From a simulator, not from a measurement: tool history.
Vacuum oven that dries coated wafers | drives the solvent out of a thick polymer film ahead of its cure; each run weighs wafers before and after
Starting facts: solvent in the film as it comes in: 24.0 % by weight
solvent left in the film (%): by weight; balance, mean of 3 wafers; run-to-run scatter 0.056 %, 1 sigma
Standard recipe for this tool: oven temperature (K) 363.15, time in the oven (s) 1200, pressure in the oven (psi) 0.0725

run,day,oven temperature (K),time in the oven (s),pressure in the oven (psi),solvent left in the film (%)
1,0,363.15,1200,0.0725,2.35
2,0.5,363.15,1200,0.0805,2.38
3,0.846,363.15,1200,0.0725,2.38
4,1.404,363.15,1200,0.0725,2.45
5,1.95,363.15,1200,0.0725,2.36
6,2.196,363.15,1200,0.0725,2.48
7,2.679,367.15,1200,0.0725,1.35
8,3.096,367.15,1200,0.0551,1.16
9,3.567,360.15,1440,0.0725,2.57
10,3.808,363.15,1680,0.0421,1.07
11,4.317,378.15,1200,0.2503,0.68
12,4.65,378.15,1200,0.2503,0.52
13,4.896,356.15,1260,0.0788,5.22
14,5.188,375.15,1260,0.2077,0.58
15,5.688,375.15,1260,0.2077,0.53
16,5.962,368.15,840,0.0422,2.23

Predict each of these 5 candidate next runs independently; none follows another, all start after run 16:
A,6.412,368.15,1200,0.0725,?
B,6.412,368.15,840,0.1189,?
C,6.412,357.15,1200,0.0725,?
D,6.412,355.15,1080,0.059,?
E,6.412,351.15,840,0.1123,?

run,solvent left in the film (%)
A,1.03
B,2.57
C,4.94
D,6.53
E,10.62
Without the tool's unlogged condition, the same runs would have read:
run,solvent left in the film (%)
A,1.04
B,2.59
C,4.97
D,6.56
E,10.66

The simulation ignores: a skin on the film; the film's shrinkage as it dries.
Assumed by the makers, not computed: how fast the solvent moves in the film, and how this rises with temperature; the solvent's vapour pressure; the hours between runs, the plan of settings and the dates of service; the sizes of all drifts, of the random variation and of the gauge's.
